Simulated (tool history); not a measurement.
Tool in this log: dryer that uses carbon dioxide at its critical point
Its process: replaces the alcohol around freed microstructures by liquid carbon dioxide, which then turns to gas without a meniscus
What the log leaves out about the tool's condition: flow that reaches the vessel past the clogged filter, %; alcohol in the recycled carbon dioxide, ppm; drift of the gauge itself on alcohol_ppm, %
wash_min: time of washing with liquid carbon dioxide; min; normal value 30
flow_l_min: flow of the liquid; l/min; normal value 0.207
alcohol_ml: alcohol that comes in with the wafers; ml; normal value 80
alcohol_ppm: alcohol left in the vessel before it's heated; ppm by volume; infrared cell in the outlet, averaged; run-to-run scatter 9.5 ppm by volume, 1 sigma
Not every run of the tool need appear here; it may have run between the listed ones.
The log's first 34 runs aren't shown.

run	hour	wash_min	flow_l_min	alcohol_ml	hours of work since the filter was changed	hours of work since the purifier's bed was changed	alcohol_ppm
35	361.3	30	0.309	88	133	286	86
36	371.9	30	0.309	88	138	291	73
37	379.5	31	0.197	47	141	294	444
38	388.4	31	0.197	47	145	298	456
39	394.6	40	0.127	58	148	301	1296
40	401.3	36	0.152	25	151	304	431
41	408.1	36	0.152	25	154	307	422
42	415.0	36	0.152	25	157	310	414
43	426.1	36	0.152	25	162	315	424

Below are 4 alternative next runs, each starting from the tool's condition after run 43. Predict each:
A	437.2	24	0.189	40	168	320	?
B	437.2	34	0.256	26	168	320	?
C	437.2	30	0.145	88	168	320	?
D	437.2	30	0.133	106	168	320	?

run	alcohol_ppm
A	1306
B	58
C	3442
D	5328
Without the tool's hidden state the same runs would have given:
run	alcohol_ppm
A	1053
B	33
C	2825
D	4455
